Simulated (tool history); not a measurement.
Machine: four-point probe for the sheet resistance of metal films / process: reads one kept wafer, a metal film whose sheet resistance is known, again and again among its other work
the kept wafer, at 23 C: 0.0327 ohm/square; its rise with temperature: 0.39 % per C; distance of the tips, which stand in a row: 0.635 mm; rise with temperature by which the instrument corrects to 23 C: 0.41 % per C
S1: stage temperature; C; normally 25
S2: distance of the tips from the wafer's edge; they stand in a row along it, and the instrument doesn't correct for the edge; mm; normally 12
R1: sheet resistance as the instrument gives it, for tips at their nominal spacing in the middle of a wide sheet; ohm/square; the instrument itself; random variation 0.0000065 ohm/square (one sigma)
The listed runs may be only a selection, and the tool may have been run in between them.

run     day  S1  S2        R1
  1   0.000  25  12  0.032867
  2   2.929  25  12  0.032854
  3   6.017  25   4  0.033239
  4   7.742  25   4  0.033249
  5  10.138  25  12  0.032841
  6  12.775  25  12  0.032846
  7  15.512  25  12  0.032830
  8  17.729  23  12  0.032847
     17.975  -- stage's thermometer calibrated
  9  20.150  26  56  0.032738
 10  22.642  26  56  0.032754
 11  25.062  19  28  0.032811
 12  26.729  25  60  0.032764
 13  29.125  27   5  0.033016
     32.017  -- stage's thermometer calibrated, once more
 14  32.017  27   5  0.033126
 15  33.362  27   5  0.033112
 16  35.525  27   5  0.033097

Per-run results on a tool with no hidden state, each run keeping its own random variation:
Hidden state at play: inner tips' distance over the nominal, %; tips' flats over new ones', %; wafer's true temperature over the reading, C; drift of the gauge itself on sheet_ohm, %.
run        R1
  1  0.032749
  2  0.032737
  3  0.033125
  4  0.033136
  5  0.032731
  6  0.032737
  7  0.032724
  8  0.032743
  9  0.032661
 10  0.032679
 11  0.032740
 12  0.032692
 13  0.032945
 14  0.032973
 15  0.032960
 16  0.032946

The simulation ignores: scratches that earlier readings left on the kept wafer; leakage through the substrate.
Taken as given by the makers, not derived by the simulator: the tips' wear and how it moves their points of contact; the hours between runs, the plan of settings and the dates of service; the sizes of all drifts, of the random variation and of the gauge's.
